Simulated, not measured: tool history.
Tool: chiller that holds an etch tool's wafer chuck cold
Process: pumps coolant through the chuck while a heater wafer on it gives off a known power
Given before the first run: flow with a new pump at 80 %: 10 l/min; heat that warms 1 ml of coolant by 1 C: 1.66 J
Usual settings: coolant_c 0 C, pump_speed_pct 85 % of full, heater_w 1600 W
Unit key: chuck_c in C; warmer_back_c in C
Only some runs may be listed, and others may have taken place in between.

{"run": 1, "hour": 0.0, "coolant_c": 0, "pump_speed_pct": 85, "heater_w": 1600, "chuck_c": 13, "warmer_back_c": 5.37}
{"run": 2, "hour": 51.1, "coolant_c": 0, "pump_speed_pct": 85, "heater_w": 1600, "chuck_c": 13.1, "warmer_back_c": 5.44}
{"run": 3, "hour": 100.0, "coolant_c": 0, "pump_speed_pct": 85, "heater_w": 1600, "chuck_c": 13, "warmer_back_c": 5.35}
{"run": 4, "hour": 142.8, "coolant_c": -6, "pump_speed_pct": 85, "heater_w": 1600, "chuck_c": 7, "warmer_back_c": 5.42}
{"run": 5, "hour": 189.9, "coolant_c": -6, "pump_speed_pct": 85, "heater_w": 1600, "chuck_c": 7.1, "warmer_back_c": 5.48}
{"run": 6, "hour": 212.5, "coolant_c": 0, "pump_speed_pct": 85, "heater_w": 1084, "chuck_c": 8.8, "warmer_back_c": 3.68}
{"run": 7, "hour": 247.8, "coolant_c": 0, "pump_speed_pct": 85, "heater_w": 1084, "chuck_c": 8.9, "warmer_back_c": 3.83}
{"run": 8, "hour": 270.4, "coolant_c": 1, "pump_speed_pct": 85, "heater_w": 1600, "chuck_c": 14.1, "warmer_back_c": 5.46}
{"run": 9, "hour": 312.0, "coolant_c": 1, "pump_speed_pct": 85, "heater_w": 1600, "chuck_c": 14.2, "warmer_back_c": 5.48}
{"run": 10, "hour": 340.4, "coolant_c": 0, "pump_speed_pct": 95, "heater_w": 1600, "chuck_c": 11.6, "warmer_back_c": 4.85}
{"run": 11, "hour": 363.4, "coolant_c": 0, "pump_speed_pct": 95, "heater_w": 1600, "chuck_c": 11.7, "warmer_back_c": 4.87}
{"run": 12, "hour": 412.2, "coolant_c": -6, "pump_speed_pct": 95, "heater_w": 1600, "chuck_c": 5.7, "warmer_back_c": 4.86}
{"run": 13, "hour": 460.6, "coolant_c": -6, "pump_speed_pct": 95, "heater_w": 1600, "chuck_c": 5.9, "warmer_back_c": 4.88}
{"run": 14, "hour": 503.4, "coolant_c": 9, "pump_speed_pct": 69, "heater_w": 1038, "chuck_c": 19.3, "warmer_back_c": 4.64}
{"run": 15, "hour": 531.1, "coolant_c": 3, "pump_speed_pct": 79, "heater_w": 1751, "chuck_c": 18.3, "warmer_back_c": 6.67}
{"run": 16, "hour": 558.2, "coolant_c": 5, "pump_speed_pct": 68, "heater_w": 1036, "chuck_c": 15.6, "warmer_back_c": 4.66}
{"run": 17, "hour": 607.4, "coolant_c": 5, "pump_speed_pct": 68, "heater_w": 1036, "chuck_c": 15.5, "warmer_back_c": 4.65}
{"run": 18, "hour": 642.0, "coolant_c": 1, "pump_speed_pct": 68, "heater_w": 1036, "chuck_c": 11.5, "warmer_back_c": 4.69}
{"run": 19, "hour": 670.3, "coolant_c": 1, "pump_speed_pct": 68, "heater_w": 1036, "chuck_c": 11.6, "warmer_back_c": 4.74}
{"run": 20, "hour": 722.3, "coolant_c": 8, "pump_speed_pct": 85, "heater_w": 1600, "chuck_c": 21.1, "warmer_back_c": 5.58}
{"run": 21, "hour": 770.3, "coolant_c": 4, "pump_speed_pct": 73, "heater_w": 1600, "chuck_c": 19.2, "warmer_back_c": 6.66}
{"run": 22, "hour": 821.0, "coolant_c": 4, "pump_speed_pct": 73, "heater_w": 1600, "chuck_c": 19.1, "warmer_back_c": 6.65}
{"run": 23, "hour": 869.4, "coolant_c": -1, "pump_speed_pct": 67, "heater_w": 2211, "chuck_c": 21.7, "warmer_back_c": 10.04}

5 ways to go on from here, each from the tool as it stands after run 23. What would each give?
{"run": "A", "hour": 907.3, "coolant_c": -3, "pump_speed_pct": 67, "heater_w": 2211, "chuck_c": "?", "warmer_back_c": "?"}
{"run": "B", "hour": 907.3, "coolant_c": 0, "pump_speed_pct": 85, "heater_w": 1025, "chuck_c": "?", "warmer_back_c": "?"}
{"run": "C", "hour": 907.3, "coolant_c": 3, "pump_speed_pct": 69, "heater_w": 2211, "chuck_c": "?", "warmer_back_c": "?"}
{"run": "D", "hour": 907.3, "coolant_c": 0, "pump_speed_pct": 62, "heater_w": 1600, "chuck_c": "?", "warmer_back_c": "?"}
{"run": "E", "hour": 907.3, "coolant_c": 0, "pump_speed_pct": 61, "heater_w": 1600, "chuck_c": "?", "warmer_back_c": "?"}

run=A chuck_c=19.8 warmer_back_c=10.06
run=B chuck_c=8.4 warmer_back_c=3.76
run=C chuck_c=25.1 warmer_back_c=9.73
run=D chuck_c=17.5 warmer_back_c=7.96
run=E chuck_c=17.9 warmer_back_c=8.16
With the hidden condition removed and each run's random variation left untouched, the same runs would have given:
run=A chuck_c=19.8 warmer_back_c=9.77
run=B chuck_c=8.4 warmer_back_c=3.47
run=C chuck_c=25 warmer_back_c=9.43
run=D chuck_c=17.5 warmer_back_c=7.67
run=E chuck_c=17.9 warmer_back_c=7.86

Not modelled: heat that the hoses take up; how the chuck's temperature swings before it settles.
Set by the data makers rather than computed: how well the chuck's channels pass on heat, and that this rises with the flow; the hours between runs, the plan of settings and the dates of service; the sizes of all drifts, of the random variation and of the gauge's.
